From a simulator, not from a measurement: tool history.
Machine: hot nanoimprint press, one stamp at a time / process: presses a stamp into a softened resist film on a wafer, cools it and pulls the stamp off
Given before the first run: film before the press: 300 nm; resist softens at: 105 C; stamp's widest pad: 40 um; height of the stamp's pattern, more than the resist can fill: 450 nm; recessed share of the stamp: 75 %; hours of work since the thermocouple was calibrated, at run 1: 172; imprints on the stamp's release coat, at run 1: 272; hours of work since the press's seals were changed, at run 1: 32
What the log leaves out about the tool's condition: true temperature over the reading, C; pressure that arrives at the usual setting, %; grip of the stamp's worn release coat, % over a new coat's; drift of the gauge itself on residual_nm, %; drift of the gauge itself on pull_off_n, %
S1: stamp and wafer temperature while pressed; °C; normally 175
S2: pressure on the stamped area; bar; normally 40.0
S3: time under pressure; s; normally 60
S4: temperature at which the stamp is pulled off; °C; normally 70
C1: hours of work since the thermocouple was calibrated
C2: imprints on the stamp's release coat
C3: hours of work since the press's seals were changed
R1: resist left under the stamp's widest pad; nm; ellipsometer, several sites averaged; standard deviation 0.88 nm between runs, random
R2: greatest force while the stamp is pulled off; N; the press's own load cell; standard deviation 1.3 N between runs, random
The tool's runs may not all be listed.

run 1 hour=0.0 | S1=175 S2=40.0 S3=60 S4=70 | C1=172 C2=272 C3=32 | R1=137.7 R2=104
run 2 hour=9.1 | S1=175 S2=40.0 S3=60 S4=70 | C1=179 C2=306 C3=39 | R1=137.6 R2=101
run 3 hour=14.9 | S1=175 S2=31.4 S3=60 S4=70 | C1=183 C2=328 C3=44 | R1=150.8 R2=104
run 4 hour=24.2 | S1=175 S2=40.0 S3=60 S4=70 | C1=191 C2=362 C3=51 | R1=138.6 R2=103
run 5 hour=34.8 | S1=175 S2=40.0 S3=60 S4=70 | C1=199 C2=402 C3=59 | R1=139.8 R2=105
run 6 hour=40.5 | S1=175 S2=40.0 S3=60 S4=72 | C1=204 C2=423 C3=64 | R1=139.2 R2=103
run 7 hour=51.2 | S1=175 S2=40.0 S3=60 S4=72 | C1=212 C2=463 C3=72 | R1=138.0 R2=103
run 8 hour=56.0 | S1=175 S2=40.0 S3=60 S4=72 | C1=216 C2=481 C3=76 | R1=137.2 R2=102
run 9 hour=63.1 | S1=175 S2=40.0 S3=60 S4=72 | C1=222 C2=507 C3=82 | R1=139.1 R2=101
-- hour=74.2 stamp cleaned and given a new release coat
run 10 hour=74.2 | S1=175 S2=40.0 S3=60 S4=72 | C1=226 C2=0 C3=86 | R1=139.2 R2=92
run 11 hour=81.6 | S1=175 S2=40.0 S3=60 S4=70 | C1=231 C2=27 C3=92 | R1=139.0 R2=97
run 12 hour=90.2 | S1=175 S2=40.0 S3=60 S4=70 | C1=238 C2=60 C3=98 | R1=138.6 R2=97
run 13 hour=95.6 | S1=175 S2=40.0 S3=60 S4=70 | C1=242 C2=80 C3=103 | R1=140.2 R2=99
-- hour=99.3 plate thermocouple calibrated
run 14 hour=107.0 | S1=175 S2=40.0 S3=60 S4=70 | C1=6 C2=111 C3=109 | R1=146.9 R2=101
run 15 hour=111.7 | S1=175 S2=40.0 S3=60 S4=70 | C1=10 C2=129 C3=113 | R1=144.1 R2=104

Forecast run 16:
run 16 hour=120.5 | S1=175 S2=40.0 S3=60 S4=70 | C1=17 C2=161 C3=120 | R1=? R2=?

Run 16 measured R1 146.0 nm, R2 105 N.
With no hidden state in the tool, this same run would have given R1 132.6 nm, R2 96 N.
